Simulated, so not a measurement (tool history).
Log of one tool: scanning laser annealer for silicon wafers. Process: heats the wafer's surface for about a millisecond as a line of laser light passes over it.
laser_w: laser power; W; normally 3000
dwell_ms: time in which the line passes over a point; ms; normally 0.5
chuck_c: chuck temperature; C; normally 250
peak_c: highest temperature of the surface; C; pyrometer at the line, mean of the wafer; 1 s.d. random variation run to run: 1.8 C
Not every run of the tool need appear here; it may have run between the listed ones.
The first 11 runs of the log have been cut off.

run,hour,laser_w,dwell_ms,chuck_c,peak_c
12,74.8,3000,0.5,281,1011
13,79.3,3000,0.5,281,1011
14,84.2,3000,0.361,281,882
15,91.3,3000,0.361,281,884
16,99.1,3000,0.361,281,882
17,103.9,3000,0.361,281,881
18,112.8,3000,0.5,235,965
19,118.6,3000,0.387,235,862
20,126.2,3000,0.387,235,862
# hour 129.8: laser's power meter calibrated
21,134.7,3000,0.5,215,943
22,141.6,2914,0.446,282,939
23,147.3,2782,0.5,222,892
24,154.8,3036,0.591,285,1097
25,158.9,2718,0.515,236,906
# hour 163.3: laser's power meter calibrated, once more
26,169.6,2718,0.515,236,907
27,178.2,2600,0.5,219,852

Run 28 comes next. What will it give?
28,187.3,3000,0.543,250,?

peak_c: 1015 C
Take away the tool's hidden state, keep the run-to-run variation as it was, and the same run would have given peak_c 1050 C.
